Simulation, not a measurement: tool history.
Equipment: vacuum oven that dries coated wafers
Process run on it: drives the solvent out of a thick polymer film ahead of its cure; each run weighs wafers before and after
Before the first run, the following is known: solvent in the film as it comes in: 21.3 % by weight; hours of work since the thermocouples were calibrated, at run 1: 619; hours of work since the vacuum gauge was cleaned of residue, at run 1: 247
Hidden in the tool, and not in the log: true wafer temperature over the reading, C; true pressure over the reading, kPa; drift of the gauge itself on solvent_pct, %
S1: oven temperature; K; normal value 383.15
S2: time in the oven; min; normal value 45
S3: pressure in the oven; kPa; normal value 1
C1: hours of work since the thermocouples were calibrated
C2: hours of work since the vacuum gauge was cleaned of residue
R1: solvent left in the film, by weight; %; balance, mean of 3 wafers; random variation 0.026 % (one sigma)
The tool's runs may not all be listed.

run	hour	S1	S2	S3	C1	C2	R1
1	0	383.15	45	1	619	247	3.31
2	50	383.15	45	1	652	279	3.31
3	125.6	383.15	45	1	701	329	3.3
# hour 194.6: oven's thermocouples calibrated
4	197.1	383.15	30	1	2	375	5.9
5	293.7	383.15	58	1	65	438	2.63
6	352.4	383.15	58	1	104	477	2.6
7	422.6	383.15	58	2.13	150	523	3.75
8	528.6	383.15	58	2.13	220	593	3.71
9	598.7	383.15	45	1	266	639	3.63
10	649.6	383.15	45	1	299	672	3.59
11	702.9	383.15	45	1	334	707	3.55
12	807	383.15	45	1	402	776	3.55
13	898.1	383.15	45	1	462	835	3.55
14	1005.2	383.15	45	1	533	906	3.47
15	1104	383.15	45	1	598	971	3.48
16	1177.7	397.15	45	1	646	1019	0.9
17	1253.2	397.15	45	1	696	1069	0.87
# hour 1336.9: oven's thermocouples calibrated
18	1353.6	397.15	45	1	11	1134	0.95
19	1418.1	371.15	28	1	53	1176	11.23
20	1471.3	396.15	40	1	88	1211	1.18
21	1527.8	383.15	33	1	125	1248	5.33
22	1588.7	383.15	33	1	165	1288	5.22
23	1636.4	383.15	33	1	197	1319	5.26
24	1696.7	383.15	46	1	236	1359	3.54
25	1746.9	383.15	46	1	269	1392	3.56
26	1816.1	383.15	46	1	315	1438	3.52
27	1897.2	383.15	46	1	368	1491	3.5
28	1976.6	375.15	38	2.79	420	1543	9.44
29	2047.6	398.15	38	1.07	467	1590	1.01
30	2134.6	398.15	38	1.07	524	1647	1.05
31	2234.9	398.15	38	1.07	590	1713	1.05

Here are 3 independent what-if runs from the current tool condition. What would each one return?
A	2308.8	384.15	38	1.07	639	1761	?
B	2308.8	398.15	56	3.91	639	1761	?
C	2308.8	377.15	67	1.57	639	1761	?

run	R1
A	3.98
B	2.63
C	4.4
With the hidden condition removed and each run's random variation left untouched, the same runs would have given:
run	R1
A	4.26
B	2.61
C	4.62
